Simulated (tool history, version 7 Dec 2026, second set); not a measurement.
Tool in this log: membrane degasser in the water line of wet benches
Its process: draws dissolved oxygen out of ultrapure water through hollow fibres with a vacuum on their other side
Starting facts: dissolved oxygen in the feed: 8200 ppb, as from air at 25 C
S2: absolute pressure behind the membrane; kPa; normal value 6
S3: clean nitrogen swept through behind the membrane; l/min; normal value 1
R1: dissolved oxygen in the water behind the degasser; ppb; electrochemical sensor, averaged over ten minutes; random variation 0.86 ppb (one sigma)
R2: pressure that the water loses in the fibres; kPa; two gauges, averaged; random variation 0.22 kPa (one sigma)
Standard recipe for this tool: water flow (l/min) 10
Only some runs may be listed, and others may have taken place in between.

run 1 hour=0 | water_flow_(l/min)=10 S2=6 S3=1 | R1=91.8 R2=55.68
run 2 hour=246.8 | water_flow_(l/min)=10 S2=13.74 S3=1 | R1=274.9 R2=55.59
run 3 hour=475.8 | water_flow_(l/min)=10 S2=13.74 S3=1 | R1=277.6 R2=55.91
run 4 hour=677.9 | water_flow_(l/min)=10 S2=4.54 S3=1 | R1=60.6 R2=55.79
run 5 hour=983.9 | water_flow_(l/min)=10 S2=4.54 S3=1 | R1=59.7 R2=55.93
-- hour=1182.1 vacuum gauge calibrated
run 6 hour=1335.6 | water_flow_(l/min)=10 S2=6 S3=1 | R1=100 R2=56.3
run 7 hour=1577.7 | water_flow_(l/min)=10 S2=6 S3=1.01 | R1=98.4 R2=56.35
run 8 hour=1885.4 | water_flow_(l/min)=10 S2=6 S3=1.01 | R1=101.7 R2=56.12
run 9 hour=2087.8 | water_flow_(l/min)=10 S2=6 S3=1.01 | R1=102.1 R2=56.61
run 10 hour=2305.8 | water_flow_(l/min)=10 S2=9.74 S3=1 | R1=187.5 R2=56.19
run 11 hour=2608.7 | water_flow_(l/min)=10 S2=9.74 S3=1 | R1=189.5 R2=56.28
run 12 hour=2859.5 | water_flow_(l/min)=10 S2=9.74 S3=1 | R1=190.4 R2=56.89
run 13 hour=3004.3 | water_flow_(l/min)=10 S2=9.74 S3=1 | R1=194.2 R2=56.4
-- hour=3030.8 vacuum gauge calibrated, once more
run 14 hour=3313.5 | water_flow_(l/min)=10 S2=9.74 S3=1 | R1=176.4 R2=57.1
run 15 hour=3608.9 | water_flow_(l/min)=10 S2=9.74 S3=1 | R1=181.1 R2=57.14
run 16 hour=3767.2 | water_flow_(l/min)=10 S2=9.74 S3=1 | R1=177.8 R2=56.85
run 17 hour=3996.7 | water_flow_(l/min)=10 S2=12.2 S3=1.65 | R1=155.8 R2=56.99

Estimate the outcome of run 18 from the log above:
run 18 hour=4352.7 | water_flow_(l/min)=10 S2=9.25 S3=1.9 | R1=? R2=?

R1: 101.4 ppb
R2: 57.8 kPa
Had the tool carried no hidden state, the very same run would have given R1 90.1 ppb, R2 53.9 kPa.
